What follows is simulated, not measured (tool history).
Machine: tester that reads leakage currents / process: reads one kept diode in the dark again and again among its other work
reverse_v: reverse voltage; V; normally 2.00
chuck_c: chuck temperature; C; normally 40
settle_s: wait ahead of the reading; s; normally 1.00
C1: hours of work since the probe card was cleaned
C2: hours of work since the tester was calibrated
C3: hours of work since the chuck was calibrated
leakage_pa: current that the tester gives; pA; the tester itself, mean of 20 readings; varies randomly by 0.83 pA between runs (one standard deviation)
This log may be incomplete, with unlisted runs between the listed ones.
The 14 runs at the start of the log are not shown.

{"run": 15, "hour": 1344.8, "reverse_v": 7.8, "chuck_c": 40, "settle_s": 1.0, "C1": 739, "C2": 2505, "C3": 800, "leakage_pa": 511.86}
{"run": 16, "hour": 1414.6, "reverse_v": 7.8, "chuck_c": 40, "settle_s": 1.0, "C1": 770, "C2": 2535, "C3": 831, "leakage_pa": 509.11}
{"run": 17, "hour": 1522.0, "reverse_v": 2.0, "chuck_c": 40, "settle_s": 1.0, "C1": 817, "C2": 2583, "C3": 878, "leakage_pa": 251.06}
{"hour": 1603.3, "done": "chuck's temperature calibrated"}
{"run": 18, "hour": 1665.0, "reverse_v": 16.4, "chuck_c": 40, "settle_s": 1.0, "C1": 879, "C2": 2645, "C3": 27, "leakage_pa": 819.81}
{"run": 19, "hour": 1744.6, "reverse_v": 16.4, "chuck_c": 28, "settle_s": 1.0, "C1": 914, "C2": 2679, "C3": 62, "leakage_pa": 336.52}
{"run": 20, "hour": 1884.5, "reverse_v": 2.0, "chuck_c": 33, "settle_s": 1.0, "C1": 975, "C2": 2741, "C3": 124, "leakage_pa": 160.77}
{"run": 21, "hour": 2020.8, "reverse_v": 2.0, "chuck_c": 33, "settle_s": 1.0, "C1": 1035, "C2": 2801, "C3": 183, "leakage_pa": 160.22}
{"run": 22, "hour": 2085.2, "reverse_v": 1.98, "chuck_c": 27, "settle_s": 0.5, "C1": 1063, "C2": 2829, "C3": 212, "leakage_pa": 99.61}
{"hour": 2159.8, "done": "probe card cleaned and baked"}
{"run": 23, "hour": 2219.5, "reverse_v": 2.0, "chuck_c": 42, "settle_s": 1.0, "C1": 26, "C2": 2887, "C3": 269, "leakage_pa": 308.27}
{"run": 24, "hour": 2306.1, "reverse_v": 2.0, "chuck_c": 42, "settle_s": 2.13, "C1": 64, "C2": 2925, "C3": 307, "leakage_pa": 308.07}
{"run": 25, "hour": 2423.4, "reverse_v": 1.46, "chuck_c": 42, "settle_s": 1.72, "C1": 116, "C2": 2976, "C3": 359, "leakage_pa": 260.55}
{"run": 26, "hour": 2553.7, "reverse_v": 1.46, "chuck_c": 42, "settle_s": 1.72, "C1": 173, "C2": 3034, "C3": 416, "leakage_pa": 258.33}
{"hour": 2564.7, "done": "tester calibrated"}
{"run": 27, "hour": 2640.4, "reverse_v": 1.46, "chuck_c": 42, "settle_s": 1.72, "C1": 210, "C2": 33, "C3": 453, "leakage_pa": 260.15}
{"run": 28, "hour": 2715.7, "reverse_v": 1.46, "chuck_c": 42, "settle_s": 1.72, "C1": 243, "C2": 66, "C3": 487, "leakage_pa": 260.01}
{"hour": 2811.1, "done": "tester calibrated, once more"}
{"run": 29, "hour": 2822.9, "reverse_v": 5.59, "chuck_c": 37, "settle_s": 0.44, "C1": 290, "C2": 5, "C3": 533, "leakage_pa": 345.99}
{"run": 30, "hour": 2885.7, "reverse_v": 5.59, "chuck_c": 37, "settle_s": 0.44, "C1": 317, "C2": 33, "C3": 560, "leakage_pa": 346.3}
{"run": 31, "hour": 2994.5, "reverse_v": 5.59, "chuck_c": 34, "settle_s": 7.03, "C1": 365, "C2": 81, "C3": 608, "leakage_pa": 269.56}
{"run": 32, "hour": 3136.3, "reverse_v": 5.59, "chuck_c": 34, "settle_s": 7.03, "C1": 427, "C2": 143, "C3": 670, "leakage_pa": 265.54}
{"run": 33, "hour": 3220.9, "reverse_v": 5.59, "chuck_c": 34, "settle_s": 7.03, "C1": 464, "C2": 180, "C3": 708, "leakage_pa": 266.88}
{"run": 34, "hour": 3303.4, "reverse_v": 2.0, "chuck_c": 29, "settle_s": 1.0, "C1": 501, "C2": 216, "C3": 744, "leakage_pa": 105.32}
{"run": 35, "hour": 3408.9, "reverse_v": 2.0, "chuck_c": 53, "settle_s": 1.2, "C1": 547, "C2": 263, "C3": 790, "leakage_pa": 639.15}
{"run": 36, "hour": 3543.3, "reverse_v": 2.0, "chuck_c": 40, "settle_s": 5.39, "C1": 606, "C2": 322, "C3": 849, "leakage_pa": 244.67}
{"run": 37, "hour": 3678.7, "reverse_v": 4.09, "chuck_c": 46, "settle_s": 7.55, "C1": 666, "C2": 381, "C3": 909, "leakage_pa": 550.8}
{"hour": 3700.8, "done": "chuck's temperature calibrated"}
{"run": 38, "hour": 3761.1, "reverse_v": 4.09, "chuck_c": 29, "settle_s": 1.0, "C1": 701, "C2": 417, "C3": 26, "leakage_pa": 172.39}
{"run": 39, "hour": 3832.3, "reverse_v": 2.0, "chuck_c": 40, "settle_s": 3.69, "C1": 732, "C2": 448, "C3": 58, "leakage_pa": 276.05}

Branching from run 39: 4 alternative next runs. What would each branch give?
{"run": "A", "hour": 3947.5, "reverse_v": 1.49, "chuck_c": 26, "settle_s": 3.9, "C1": 783, "C2": 498, "C3": 108, "leakage_pa": "?"}
{"run": "B", "hour": 3947.5, "reverse_v": 1.46, "chuck_c": 21, "settle_s": 1.43, "C1": 783, "C2": 498, "C3": 108, "leakage_pa": "?"}
{"run": "C", "hour": 3947.5, "reverse_v": 2.0, "chuck_c": 40, "settle_s": 0.87, "C1": 783, "C2": 498, "C3": 108, "leakage_pa": "?"}
{"run": "D", "hour": 3947.5, "reverse_v": 2.0, "chuck_c": 31, "settle_s": 7.26, "C1": 783, "C2": 498, "C3": 108, "leakage_pa": "?"}

run=A leakage_pa=79.67
run=B leakage_pa=52.43
run=C leakage_pa=276.61
run=D leakage_pa=138.03
Take away the tool's hidden state, keep each run's random variation, and the runs would have read:
run=A leakage_pa=78.41
run=B leakage_pa=51.07
run=C leakage_pa=275.71
run=D leakage_pa=136.49

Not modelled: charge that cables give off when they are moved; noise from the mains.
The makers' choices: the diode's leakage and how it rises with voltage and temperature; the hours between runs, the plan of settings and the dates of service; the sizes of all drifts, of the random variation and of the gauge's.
